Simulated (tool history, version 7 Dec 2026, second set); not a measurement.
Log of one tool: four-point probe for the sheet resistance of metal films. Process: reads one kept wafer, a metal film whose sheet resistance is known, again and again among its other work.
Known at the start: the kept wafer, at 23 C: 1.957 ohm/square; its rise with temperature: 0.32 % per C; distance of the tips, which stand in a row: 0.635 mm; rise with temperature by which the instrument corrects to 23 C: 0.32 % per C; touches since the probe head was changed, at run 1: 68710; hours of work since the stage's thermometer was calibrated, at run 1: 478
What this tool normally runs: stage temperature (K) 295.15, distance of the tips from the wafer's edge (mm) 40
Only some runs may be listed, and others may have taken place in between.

run,hour,stage temperature (K),distance of the tips from the wafer's edge (mm),touches since the probe head was changed,hours of work since the stage's thermometer was calibrated,sheet resistance as the instrument gives it (ohm/square)
1,0.0,295.15,40,68710,478,1.972476
2,90.2,295.15,40,72413,545,1.973698
3,157.1,295.15,40,75162,594,1.974536
4,252.6,295.15,40,79085,664,1.975036
5,304.2,295.15,40,81204,702,1.976266
6,346.3,308.15,40,82935,733,1.975602
7,387.6,308.15,40,84628,763,1.975885
8,450.2,295.15,40,87199,809,1.976349
9,501.2,295.15,40,89293,847,1.977159
10,594.1,295.15,26,93109,915,1.978371
11,660.4,295.15,8,95832,964,1.984502
12,729.0,295.15,8,98651,1014,1.985301
13,802.3,295.15,40,101663,1068,1.979449
14,853.5,295.15,40,103763,1106,1.980121
15,931.1,295.15,7,106953,1163,1.989808
16,982.7,295.15,14,109073,1201,1.983944
17,1042.2,295.15,10,111513,1244,1.986364
18,1088.0,295.15,10,113396,1278,1.987778
19,1133.5,295.15,40,115266,1311,1.983308
20,1182.3,304.15,40,117267,1347,1.983437
# hour 1248.5: new probe head fitted
21,1266.7,304.15,53,748,1408,1.956785
22,1348.4,304.15,53,4102,1468,1.958593
23,1402.6,304.15,53,6329,1508,1.958650
24,1491.6,304.15,53,9982,1574,1.959527
25,1537.1,304.15,53,11851,1607,1.960208
26,1585.6,297.15,40,13844,1643,1.961044
27,1637.7,303.15,13,15985,1681,1.963127
28,1731.0,303.15,13,19817,1750,1.964123
29,1812.0,303.15,13,23143,1809,1.965397
30,1882.0,303.15,13,26019,1861,1.965938
31,1976.6,303.15,16,29904,1930,1.965787
32,2040.9,305.15,4,32543,1977,1.991326
33,2120.7,303.15,4,35823,2036,1.991858
34,2195.8,301.15,15,38905,2091,1.967913
35,2244.1,295.15,18,40889,2127,1.968326
36,2304.4,295.15,18,43367,2171,1.968934
37,2356.2,295.15,18,45494,2209,1.970105
38,2395.2,293.15,40,47094,2238,1.967919
39,2435.1,306.15,8,48736,2267,1.975342
40,2503.4,302.15,5,51541,2317,1.986844
41,2559.2,308.15,42,53831,2358,1.969944
42,2642.4,307.15,30,57247,2419,1.970992
43,2735.9,307.15,30,61088,2488,1.972547
44,2809.2,301.15,40,64097,2542,1.972740

Hidden state or all else? Some run-to-run changes of sheet resistance as the instrument gives it (ohm/square), split into what the settings, what came in and random variation would give without the hidden state, and what is left for the hidden state (with any gauge scatter that isn't in both results):
Unlogged tool condition in this case: inner tips' distance over the nominal, %; tips' flats over new ones', %; wafer's true temperature over the reading, C; drift of the gauge itself on sheet_ohm, %.
Run 9 -> 10: distance of the tips from the wafer's edge (mm) 40 -> 26. sheet resistance as the instrument gives it (ohm/square) +0.001212: hidden state +0.000959, all else +0.000253.
Run 20 -> 21: distance of the tips from the wafer's edge (mm) 40 -> 53, new probe head fitted. sheet resistance as the instrument gives it (ohm/square) -0.026652: hidden state -0.026371, all else -0.000281.
Run 30 -> 31: distance of the tips from the wafer's edge (mm) 13 -> 16. sheet resistance as the instrument gives it (ohm/square) -0.000151: hidden state +0.001032, all else -0.001183.
Run 31 -> 32: stage temperature (K) 303.15 -> 305.15, distance of the tips from the wafer's edge (mm) 16 -> 4. sheet resistance as the instrument gives it (ohm/square) +0.025539: hidden state +0.000676, all else +0.024863.
Run 33 -> 34: stage temperature (K) 303.15 -> 301.15, distance of the tips from the wafer's edge (mm) 4 -> 15. sheet resistance as the instrument gives it (ohm/square) -0.023945: hidden state +0.000668, all else -0.024613.

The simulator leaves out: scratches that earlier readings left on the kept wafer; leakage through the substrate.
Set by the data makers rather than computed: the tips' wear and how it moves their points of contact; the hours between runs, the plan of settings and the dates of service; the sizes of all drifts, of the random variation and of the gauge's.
